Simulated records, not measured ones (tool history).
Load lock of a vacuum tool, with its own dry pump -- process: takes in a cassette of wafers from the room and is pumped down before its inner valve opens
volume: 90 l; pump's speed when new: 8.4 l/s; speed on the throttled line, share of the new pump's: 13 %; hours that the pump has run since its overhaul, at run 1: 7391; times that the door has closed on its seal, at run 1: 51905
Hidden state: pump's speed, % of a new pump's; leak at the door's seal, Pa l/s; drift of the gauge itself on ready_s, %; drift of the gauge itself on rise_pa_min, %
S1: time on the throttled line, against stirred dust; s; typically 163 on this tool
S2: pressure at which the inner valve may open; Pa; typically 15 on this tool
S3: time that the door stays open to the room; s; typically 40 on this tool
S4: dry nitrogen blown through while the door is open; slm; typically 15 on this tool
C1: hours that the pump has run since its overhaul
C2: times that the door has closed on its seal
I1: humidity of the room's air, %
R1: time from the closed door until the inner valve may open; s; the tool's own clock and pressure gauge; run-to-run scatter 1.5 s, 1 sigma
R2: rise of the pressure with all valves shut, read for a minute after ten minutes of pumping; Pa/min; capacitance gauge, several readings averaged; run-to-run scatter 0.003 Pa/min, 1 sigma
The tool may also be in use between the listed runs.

run     hour   S1  S2   S3  S4     C1     C2    I1     R1     R2
  1      0.0  163  15   40  15   7391  51905  44.9  248.6  0.347
  2    433.2  163  15   40  15   7825  53796  46.5  250.1  0.372
  3    787.4  163  15   40  15   8179  55342  45.7  248.5  0.380
  4   1000.5  163  15   40  15   8392  56272  41.7  247.5  0.392
      1233.4  -- door's seal changed, seat wiped
  5   1233.4  163  15   40  15   8623      0  48.2  252.3  0.009
  6   1683.9  163  15   40  15   9074   1966  43.5  251.4  0.015
  7   2025.2  163  15   40  15   9415   3456  46.1  249.1  0.022
  8   2234.5  163  15   40  15   9624   4369  42.5  252.1  0.018
  9   2574.1  163  15   40  15   9964   5851  44.0  251.2  0.024
 10   3011.4  114  15   40  15  10401   7760  41.1  213.4  0.028
 11   3325.8  114  15   40  15  10716   9132  42.4  214.1  0.036
 12   3520.0  114  15   40  15  10910   9979  41.2  214.9  0.043
 13   3825.9  114  15   40  29  11216  11315  44.1  212.8  0.037
 14   4086.0  114  15   40  29  11476  12450  45.7  216.2  0.055
 15   4454.0  163  15   40  15  11844  14056  44.6  255.0  0.053
 16   4805.6  163  15   40  15  12195  15590  44.3  258.3  0.066
 17   5262.3  163  15   40  15  12652  17583  45.5  259.9  0.071
 18   5657.8  163  15   40  15  13048  19310  43.0  260.5  0.082
 19   6037.9  304  10   40   8  13428  20968  41.6  386.0  0.090
 20   6497.9  304  10   40   8  13888  22976  47.8  388.0  0.107
 21   6704.6  304  26   61   8  14094  23878  45.5  373.7  0.118
      6951.0  -- dry pump taken out, an overhauled one fitted
 22   6971.4  304  26   61   8     20  25017  47.6  355.6  0.126
 23   7195.4  163  11  138  32    244  25994  45.8  241.2  0.125
 24   7541.9  163  11  138  32    591  27506  44.5  241.9  0.133
 25   7884.1  144  11  138  32    933  29000  42.0  227.4  0.146
 26   8201.8  163  24   41  15   1251  30386  42.8  234.3  0.148
 27   8577.7  163  24   41  15   1627  32027  43.9  233.1  0.160
 28   8817.4  165  22  166   7   1866  33073  43.8  238.5  0.191
 29   9097.6  165  28  166   7   2147  34296  47.4  236.1  0.206
 30   9415.2  165  28  166   7   2464  35682  48.2  232.8  0.213
 31   9850.6  165  28  178  10   2900  37583  45.2  235.5  0.227
 32  10119.5  165  28  178  10   3169  38756  42.8  237.6  0.238
 33  10552.2  165  14  117  10   3601  40644  45.0  246.1  0.255
 34  10966.7  165  14  117  10   4016  42454  45.9  247.4  0.263
 35  11422.8  191  21  117   5   4472  44444  45.9  261.2  0.290
 36  11646.7  191  21  117   5   4696  45421  43.3  265.1  0.298

Predict each of these 4 candidate next runs independently; none follows another, all start after run 36:
  A  12013.8  163  25   58  31  5063  47024  46.0   ?   ?
  B  12013.8  191  28  117   5  5063  47024  45.1   ?   ?
  C  12013.8  191  21   47  13  5063  47024  43.7   ?   ?
  D  12013.8  322  18   33  15  5063  47024  44.6   ?   ?

run     R1     R2
  A  237.6  0.297
  B  259.4  0.310
  C  262.9  0.292
  D  378.5  0.295
With the hidden condition removed and each run's random variation left untouched, the same runs would have given:
run     R1     R2
  A  230.4  0.013
  B  252.7  0.028
  C  255.9  0.011
  D  373.0  0.011
